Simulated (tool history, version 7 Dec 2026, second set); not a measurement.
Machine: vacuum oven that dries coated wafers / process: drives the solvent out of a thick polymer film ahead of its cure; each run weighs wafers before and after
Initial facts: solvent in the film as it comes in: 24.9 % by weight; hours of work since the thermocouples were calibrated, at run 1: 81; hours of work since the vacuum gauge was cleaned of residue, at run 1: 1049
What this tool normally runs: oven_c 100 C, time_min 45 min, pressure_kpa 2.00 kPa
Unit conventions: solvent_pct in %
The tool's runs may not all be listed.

run    hour  oven_c  time_min  pressure_kpa  hours of work since the thermocouples were calibrated  hours of work since the vacuum gauge was cleaned of residue  solvent_pct
  1     0.0     100        45          2.00                                                     81                                                         1049         3.73
  2    50.7     100        45          2.00                                                    112                                                         1080         3.73
  3   126.2     100        45          2.00                                                    157                                                         1125         3.72
  4   178.9     100        45          2.00                                                    189                                                         1157         3.74
  5   232.0     100        45          2.00                                                    222                                                         1189         3.70
  6   306.5     100        25          2.00                                                    267                                                         1235         7.45
  7   343.4     100        25          2.00                                                    289                                                         1257         7.48
  8   417.8     100        25          2.00                                                    334                                                         1302         7.46
  9   460.4     100        45          1.20                                                    360                                                         1328         3.38
 10   497.5     108        45          2.00                                                    382                                                         1350         2.03
 11   563.2     114        45          2.00                                                    422                                                         1390         1.22
 12   602.0     114        45          2.00                                                    446                                                         1413         1.21
 13   658.8     100        45          2.00                                                    480                                                         1448         3.75
 14   728.1     100        45          2.00                                                    522                                                         1490         3.73
 15   794.8     100        45          2.00                                                    562                                                         1530         3.74
 16   834.3     100        45          2.00                                                    586                                                         1554         3.76
 17   896.1     100        45          2.00                                                    624                                                         1592         3.77
      924.9  -- vacuum gauge cleaned of residue and calibrated
 18   951.5      91        46          2.00                                                    656                                                           16         6.30
 19   985.2     113        57          2.44                                                    677                                                           36         1.11
 20  1021.1      95        66          2.00                                                    698                                                           58         3.13
 21  1070.0      92        42          1.23                                                    728                                                           88         6.15
 22  1110.7      92        42          1.23                                                    753                                                          113         6.19
 23  1154.5      92        42          1.23                                                    779                                                          139         6.20
     1209.3  -- oven's thermocouples calibrated
 24  1216.0     101        42          3.73                                                      4                                                          175         4.65
 25  1264.2     101        42          3.73                                                     33                                                          204         4.68
 26  1296.7     101        42          3.73                                                     53                                                          224         4.61
 27  1356.2      96        53          2.00                                                     89                                                          260         3.96
 28  1398.3     100        30          3.10                                                    114                                                          285         6.67
 29  1428.9      99        53          2.00                                                    133                                                          304         3.16
 30  1470.0     100        32          2.22                                                    158                                                          329         5.89
 31  1533.5     100        32          2.22                                                    196                                                          367         5.90
 32  1573.7      90        48          1.33                                                    221                                                          392         6.06
 33  1629.3      90        48          1.33                                                    254                                                          425         6.03
 34  1692.7     100        53          4.09                                                    293                                                          464         3.98

Consider 3 possible next runs. They are alternatives, not a sequence: every one starts from the tool as it was left by run 34. What does each give?
  A  1755.1     105        48          3.70                                                    330                                                          501            ?
  B  1755.1     100        39          7.06                                                    330                                                          501            ?
  C  1755.1      87        45          2.00                                                    330                                                          501            ?

run  solvent_pct
  A         3.05
  B         6.94
  C         7.93
What these runs would have given with no unlogged condition in the tool:
run  solvent_pct
  A         3.05
  B         6.95
  C         7.93
